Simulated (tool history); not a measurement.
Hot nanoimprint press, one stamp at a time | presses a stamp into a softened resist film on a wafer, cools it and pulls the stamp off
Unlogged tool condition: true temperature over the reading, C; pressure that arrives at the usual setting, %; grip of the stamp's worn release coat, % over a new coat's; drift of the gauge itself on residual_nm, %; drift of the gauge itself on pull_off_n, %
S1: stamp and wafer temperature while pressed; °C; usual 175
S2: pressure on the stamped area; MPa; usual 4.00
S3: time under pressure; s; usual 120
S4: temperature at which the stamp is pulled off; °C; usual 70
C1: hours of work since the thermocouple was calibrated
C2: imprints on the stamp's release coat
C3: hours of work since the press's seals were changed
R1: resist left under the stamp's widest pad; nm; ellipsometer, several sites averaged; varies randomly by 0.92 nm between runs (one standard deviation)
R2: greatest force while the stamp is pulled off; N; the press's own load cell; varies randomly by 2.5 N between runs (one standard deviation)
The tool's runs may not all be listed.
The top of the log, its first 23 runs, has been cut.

run 24 hour=502.1 | S1=182 S2=5.08 S3=93 S4=73 | C1=21 C2=274 C3=595 | R1=131.8 R2=120
run 25 hour=517.9 | S1=182 S2=5.08 S3=93 S4=73 | C1=34 C2=342 C3=608 | R1=133.6 R2=117
run 26 hour=541.1 | S1=182 S2=5.08 S3=93 S4=73 | C1=52 C2=443 C3=626 | R1=132.3 R2=132
run 27 hour=556.1 | S1=175 S2=3.17 S3=89 S4=70 | C1=64 C2=509 C3=638 | R1=212.4 R2=140
run 28 hour=578.0 | S1=185 S2=4.00 S3=94 S4=65 | C1=81 C2=605 C3=655 | R1=130.7 R2=152
run 29 hour=597.4 | S1=185 S2=4.00 S3=94 S4=65 | C1=97 C2=689 C3=670 | R1=130.7 R2=159
run 30 hour=617.3 | S1=184 S2=4.62 S3=122 S4=66 | C1=112 C2=776 C3=686 | R1=113.6 R2=159
run 31 hour=636.8 | S1=168 S2=2.56 S3=123 S4=63 | C1=128 C2=861 C3=701 | R1=264.5 R2=173

Alternative continuations, all from the tool just after run 31; predict every row:
run A hour=666.6 | S1=175 S2=2.56 S3=198 S4=63 | C1=151 C2=991 C3=725 | R1=? R2=?
run B hour=666.6 | S1=187 S2=2.70 S3=123 S4=65 | C1=151 C2=991 C3=725 | R1=? R2=?
run C hour=666.6 | S1=175 S2=3.86 S3=67 S4=63 | C1=151 C2=991 C3=725 | R1=? R2=?

run=A R1=173.1 R2=180
run=B R1=128.3 R2=176
run=C R1=221.5 R2=174
Take away the tool's hidden state, keep each run's random variation, and the runs would have read:
run=A R1=167.6 R2=127
run=B R1=124.1 R2=124
run=C R1=214.0 R2=123
